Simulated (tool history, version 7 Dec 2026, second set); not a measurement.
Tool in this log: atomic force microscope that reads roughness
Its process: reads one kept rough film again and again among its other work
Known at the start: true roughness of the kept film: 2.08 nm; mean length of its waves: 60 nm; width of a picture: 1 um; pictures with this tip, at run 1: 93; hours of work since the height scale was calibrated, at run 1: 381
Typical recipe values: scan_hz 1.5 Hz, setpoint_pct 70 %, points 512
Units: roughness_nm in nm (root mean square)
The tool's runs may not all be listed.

run    day  scan_hz  setpoint_pct  points  pictures with this tip  hours of work since the height scale was calibrated  roughness_nm
  1      0      1.5            70     512                      93                                                  381         1.842
     0.146  -- new tip fitted
  2  0.583      1.5            70     427                      12                                                  391         1.867
  3  0.879      1.5            70     427                      20                                                  397          1.87
  4  1.333      1.5            70     427                      33                                                  405         1.862
  5  1.604      1.5            70     427                      41                                                  410         1.856
  6  1.854      1.5            70     427                      48                                                  414          1.86
  7  2.367      1.5            70     512                      62                                                  424         1.849
  8  2.921      1.5            56     512                      78                                                  434         1.955
  9  3.283      1.5            56     512                      88                                                  440         1.946
     3.579  -- new tip fitted
 10  3.892      1.5            70     405                       9                                                  451         1.876
 11  4.467      1.5            70     405                      25                                                  462         1.874
 12  4.808     3.33            61     447                      35                                                  468         1.816
 13  5.125     1.28            66     377                      44                                                  474          1.91
 14  5.412      1.5            72     512                      52                                                  479         1.843
 15  5.917     0.75            58     630                      66                                                  488         1.984
 16  6.362      1.5            78     512                      78                                                  496         1.776

Here are 4 independent what-if runs from the current tool condition. What would each one return?
  A  6.871     3.72            81     512                      93                                                  505             ?
  B  6.871     0.76            78     512                      93                                                  505             ?
  C  6.871     1.94            70     512                      93                                                  505             ?
  D  6.871      1.5            58     512                      93                                                  505             ?

run  roughness_nm
  A         1.416
  B         1.885
  C         1.793
  D         1.919
With no hidden state in the tool, these same runs would have given:
run  roughness_nm
  A         1.437
  B         1.913
  C          1.82
  D         1.948
